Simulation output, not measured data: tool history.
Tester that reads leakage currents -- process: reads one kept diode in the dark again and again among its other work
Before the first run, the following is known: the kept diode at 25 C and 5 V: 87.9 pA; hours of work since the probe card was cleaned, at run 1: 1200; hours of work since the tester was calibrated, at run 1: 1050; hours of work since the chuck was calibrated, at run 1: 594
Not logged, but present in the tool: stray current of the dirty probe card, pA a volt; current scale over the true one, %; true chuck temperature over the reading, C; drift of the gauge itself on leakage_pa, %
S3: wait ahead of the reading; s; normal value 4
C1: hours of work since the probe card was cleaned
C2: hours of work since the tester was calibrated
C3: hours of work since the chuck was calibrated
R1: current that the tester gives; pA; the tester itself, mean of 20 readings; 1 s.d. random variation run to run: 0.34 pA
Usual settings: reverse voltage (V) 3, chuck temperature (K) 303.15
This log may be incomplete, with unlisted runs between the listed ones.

Run 1, hour 0: usual settings; C1 1200; C2 1050; C3 594. Result: R1 106.81 pA.
Run 2, hour 36.6: usual settings; C1 1225; C2 1075; C3 619. Result: R1 106.49 pA.
Run 3, hour 84.4: usual settings but reverse voltage (V) 1.21; C1 1259; C2 1109; C3 652. Result: R1 74.15 pA.
Run 4, hour 127.7: usual settings but reverse voltage (V) 1.21; C1 1289; C2 1139; C3 682. Result: R1 74.1 pA.
Run 5, hour 177.9: usual settings but reverse voltage (V) 1.21; C1 1324; C2 1174; C3 717. Result: R1 74.13 pA.
Run 6, hour 221.3: usual settings but reverse voltage (V) 1.21; C1 1354; C2 1204; C3 747. Result: R1 74.24 pA.
Run 7, hour 245.2: usual settings; C1 1370; C2 1220; C3 764. Result: R1 105.02 pA.
Run 8, hour 277: usual settings but chuck temperature (K) 294.15; C1 1393; C2 1243; C3 786. Result: R1 47.85 pA.
Run 9, hour 325: usual settings but chuck temperature (K) 294.15; C1 1426; C2 1276; C3 820. Result: R1 47.44 pA.
Run 10, hour 362.6: usual settings but chuck temperature (K) 307.15; C1 1452; C2 1302; C3 846. Result: R1 147.72 pA.
Run 11, hour 389.3: usual settings but chuck temperature (K) 320.15; C1 1471; C2 1321; C3 864. Result: R1 418.23 pA.
Run 12, hour 430.6: usual settings but chuck temperature (K) 320.15; C1 1499; C2 1349; C3 893. Result: R1 420.28 pA.
Run 13, hour 461.3: usual settings but chuck temperature (K) 320.15; C1 1521; C2 1371; C3 914. Result: R1 419.33 pA.
Run 14, hour 489.9: usual settings but S3 3.98 s; C1 1541; C2 1391; C3 934. Result: R1 104.07 pA.
Run 15, hour 537.6: usual settings but S3 3.98 s; C1 1574; C2 1424; C3 967. Result: R1 104.16 pA.
At hour 555: chuck's temperature calibrated.
Run 16, hour 574.2: usual settings; C1 1598; C2 1448; C3 13. Result: R1 112.57 pA.
At hour 581.8: probe card cleaned and baked.
Run 17, hour 611.9: usual settings but chuck temperature (K) 316.15; C1 21; C2 1472; C3 37. Result: R1 326.08 pA.
Run 18, hour 645.1: usual settings but chuck temperature (K) 316.15; C1 44; C2 1495; C3 61. Result: R1 326.75 pA.
Run 19, hour 668.4: usual settings but chuck temperature (K) 316.15; C1 60; C2 1511; C3 77. Result: R1 326.69 pA.
Run 20, hour 699.6: usual settings but chuck temperature (K) 316.15; C1 82; C2 1533; C3 98. Result: R1 324.62 pA.
Run 21, hour 730.5: usual settings but reverse voltage (V) 7.37, chuck temperature (K) 298.15, S3 0.48 s; C1 103; C2 1554; C3 120. Result: R1 109.55 pA.
At hour 756.8: probe card cleaned and baked, once more.
Run 22, hour 769.1: usual settings but reverse voltage (V) 7.37, chuck temperature (K) 298.15, S3 0.48 s; C1 9; C2 1579; C3 145. Result: R1 105.2 pA.
Run 23, hour 799.6: usual settings but chuck temperature (K) 318.15; C1 30; C2 1600; C3 166. Result: R1 377.44 pA.
Run 24, hour 844.1: usual settings but chuck temperature (K) 329.15, S3 1.79 s; C1 61; C2 1631; C3 197. Result: R1 873.35 pA.
Run 25, hour 882.6: usual settings but chuck temperature (K) 329.15, S3 1.79 s; C1 87; C2 1658; C3 224. Result: R1 867.64 pA.
Run 26, hour 910.1: usual settings but reverse voltage (V) 11.97; C1 107; C2 1677; C3 243. Result: R1 187.63 pA.
Run 27, hour 943.7: usual settings but reverse voltage (V) 1.05, chuck temperature (K) 301.15, S3 1.9 s; C1 130; C2 1700; C3 266. Result: R1 60.88 pA.
Run 28, hour 989.2: usual settings but reverse voltage (V) 1.05, chuck temperature (K) 301.15, S3 1.9 s; C1 162; C2 1732; C3 298. Result: R1 60.31 pA.
Run 29, hour 1042.5: usual settings but reverse voltage (V) 4.18, S3 2.34 s; C1 199; C2 1769; C3 335. Result: R1 124.09 pA.
Run 30, hour 1095.4: usual settings but chuck temperature (K) 323.15; C1 235; C2 1806; C3 371. Result: R1 549.18 pA.
Run 31, hour 1118.9: usual settings but chuck temperature (K) 323.15; C1 252; C2 1822; C3 388. Result: R1 546.29 pA.

Measured minus without-hidden-state, run by run (identical run-to-run variation in each term; gauge scatter may differ):
run      R1
  1   -5.33
  2   -5.53
  3   -4.31
  4   -4.48
  5   -4.67
  6   -4.86
  7   -6.58
  8   -2.72
  9    -2.8
 10  -10.35
 11  -29.39
 12  -30.46
 13  -31.08
 14   -7.91
 15   -8.18
 16   +0.22
 17   -1.48
 18   -2.05
 19   -2.37
 20   -2.87
 21   +2.47
 22   -1.88
 23   -7.09
 24  -17.66
 25  -19.04
 26   -4.61
 27   -1.72
 28   -1.86
 29   -4.05
 30  -18.28
 31  -18.82

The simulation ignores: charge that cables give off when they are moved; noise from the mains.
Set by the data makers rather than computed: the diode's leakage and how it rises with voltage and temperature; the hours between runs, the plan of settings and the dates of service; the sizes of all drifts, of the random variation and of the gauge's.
